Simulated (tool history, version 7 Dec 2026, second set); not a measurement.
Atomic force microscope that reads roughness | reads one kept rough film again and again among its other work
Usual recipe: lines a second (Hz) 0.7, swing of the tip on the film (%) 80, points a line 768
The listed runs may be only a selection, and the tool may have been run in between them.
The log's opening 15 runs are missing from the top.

run     day  lines a second (Hz)  swing of the tip on the film (%)  points a line  roughness of the kept film (nm (root mean square))
 16  19.338                  0.7                                80            768                                               4.118
 17  20.483                  0.7                                80            768                                               3.777
 18  21.317                  0.7                                80            768                                               3.564
     22.821  -- new tip fitted
 19  22.996                  0.7                                80            768                                               4.848
 20  23.812                1.634                                64            278                                               4.476
 21    25.5                1.634                                64            278                                               3.964
 22  27.117                1.634                                64            278                                               3.538
     28.342  -- new tip fitted
 23  28.792                3.357                                87            700                                               3.806
 24  30.225                3.357                                87            700                                               3.402
 25  31.338                1.445                                60            343                                               3.858
 26  32.217                1.445                                60            343                                               3.627
 27  33.288                0.879                                69            381                                               3.389
     33.888  -- new tip fitted
 28   34.25                0.879                                69            381                                               4.713
 29  35.696                0.879                                69            381                                               4.231
 30   36.75                0.879                                69            381                                               3.969
 31  37.542                0.995                                75            274                                                3.68
 32  38.846                3.992                                84            337                                               2.727
     39.496  -- new tip fitted
 33  39.638                3.943                                63            768                                               4.646
 34  41.088                3.943                                63            768                                                4.09
 35  42.317                3.943                                82            302                                               3.275
 36  43.179                2.788                                74            451                                               3.454
 37  44.679                0.564                                67            768                                               3.459
     45.117  -- new tip fitted
 38  45.908                0.981                                65            344                                               4.616

Below are 5 alternative next runs, each starting from the tool's condition after run 38. Predict each:
  A  46.792                1.716                                80            767                                                   ?
  B  46.792                0.981                                84            470                                                   ?
  C  46.792                0.765                                81            312                                                   ?
  D  46.792                1.508                                80            531                                                   ?
  E  46.792                0.533                                80            768                                                   ?

run  roughness of the kept film (nm (root mean square))
  A                                               4.005
  B                                                4.09
  C                                               4.209
  D                                               4.065
  E                                               4.262
Take away the tool's hidden state, keep each run's random variation, and the runs would have read:
run  roughness of the kept film (nm (root mean square))
  A                                               4.591
  B                                               4.689
  C                                               4.824
  D                                                4.66
  E                                               4.885
